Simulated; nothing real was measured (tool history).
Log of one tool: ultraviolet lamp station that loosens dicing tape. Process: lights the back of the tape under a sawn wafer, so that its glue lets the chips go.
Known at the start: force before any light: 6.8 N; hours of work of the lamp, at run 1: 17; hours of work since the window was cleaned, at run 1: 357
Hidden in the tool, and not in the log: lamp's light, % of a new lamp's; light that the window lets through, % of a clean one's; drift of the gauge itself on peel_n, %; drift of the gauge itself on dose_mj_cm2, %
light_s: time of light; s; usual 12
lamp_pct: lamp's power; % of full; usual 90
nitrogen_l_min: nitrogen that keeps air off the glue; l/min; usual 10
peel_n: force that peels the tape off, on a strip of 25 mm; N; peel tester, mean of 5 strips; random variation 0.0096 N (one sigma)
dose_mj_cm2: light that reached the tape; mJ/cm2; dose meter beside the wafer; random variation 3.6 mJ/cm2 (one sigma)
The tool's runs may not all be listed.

run  hour  light_s  lamp_pct  nitrogen_l_min  hours of work of the lamp  hours of work since the window was cleaned  peel_n  dose_mj_cm2
  1   0.0       12        90              10                         17                                         357   0.388          605
  2  11.2       12        70              10                         26                                         365   0.682          471
  3  22.3       12        90               8                         34                                         374   0.487          603
  4  30.0       12        90               8                         40                                         380   0.503          599
  5  43.4       12        90               8                         51                                         391   0.459          615
  6  56.7        7        73              10                         61                                         401   1.488          284
  7  72.1       12        75              14                         73                                         413   0.462          510
  8  81.4       18        83              10                         80                                         420   0.262          843
  9  92.7       11        99              16                         89                                         429   0.317          614

Run 10 comes next. What will it give?
 10  105.8       11        99              16                         99                                         439       ?            ?

peel_n: 0.298 N
dose_mj_cm2: 619 mJ/cm2
Without the tool's hidden state the same run would have given peel_n 0.298 N, dose_mj_cm2 610 mJ/cm2.

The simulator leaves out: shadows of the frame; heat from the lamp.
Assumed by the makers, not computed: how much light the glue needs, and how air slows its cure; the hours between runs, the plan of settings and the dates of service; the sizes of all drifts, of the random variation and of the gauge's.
